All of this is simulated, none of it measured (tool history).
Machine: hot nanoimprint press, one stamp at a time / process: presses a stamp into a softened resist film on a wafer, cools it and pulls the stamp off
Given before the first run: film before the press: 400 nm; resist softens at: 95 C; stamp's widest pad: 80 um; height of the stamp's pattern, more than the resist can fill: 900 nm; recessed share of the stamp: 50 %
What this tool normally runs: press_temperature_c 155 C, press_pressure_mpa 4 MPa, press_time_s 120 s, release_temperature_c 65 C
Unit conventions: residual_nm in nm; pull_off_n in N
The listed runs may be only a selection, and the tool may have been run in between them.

run,day,press_temperature_c,press_pressure_mpa,press_time_s,release_temperature_c,residual_nm,pull_off_n
1,0,155,4,120,65,255.5,269
2,0.35,155,4,120,65,254.3,278
3,0.846,155,4,120,65,253.2,270
4,1.138,155,4.26,120,65,249.6,273
5,1.525,155,4,60,65,302,282
6,2.162,155,4,100,65,268.7,286
7,2.538,155,4,238,65,204.6,288
8,2.958,155,4,238,65,203.8,288
9,3.45,155,4,120,71,257.6,253
10,3.946,155,4,120,65,256.9,303
11,4.383,155,4,120,65,256.5,292
12,4.938,155,4,120,65,255.4,310
13,5.2,155,4,120,65,256.9,306
14,5.562,155,3.11,120,65,279,319
15,6.121,160,4,120,65,201.5,320
16,6.562,155,3.42,92,65,290.2,329
17,6.958,155,3.42,92,65,290.5,328
18,7.242,155,3.42,92,65,288.5,327
19,7.529,157,2.63,105,51,278.9,421
# day 8.333: stamp cleaned and given a new release coat
20,8.4,155,3.82,62,67,309.2,214
21,8.825,155,3.82,62,67,308.8,215
22,9.362,157,3.82,88,52,265.2,292
23,9.692,146,4,208,65,325,242
24,10.204,162,5.57,208,65,127.1,241
25,10.692,162,5.57,208,65,127.9,243
26,11.046,155,4,82,66,290.2,243
# day 11.288: plate thermocouple calibrated
27,11.471,155,4,82,66,270,229
28,12.021,154,3.12,120,63,272.3,252
29,12.412,158,4,81,66,238.2,227
30,12.958,158,4,81,66,240.8,253

Predict each of these 3 candidate next runs independently; none follows another, all start after run 30:
A,13.579,158,3.88,107,66,?,?
B,13.579,148,4,80,70,?,?
C,13.579,158,4,92,66,?,?

run,residual_nm,pull_off_n
A,220.9,254
B,342.1,223
C,228.8,245
Stripped of hidden state, with their random variation kept, the same runs would have yielded:
run,residual_nm,pull_off_n
A,217.6,216
B,339.9,190
C,225.4,209
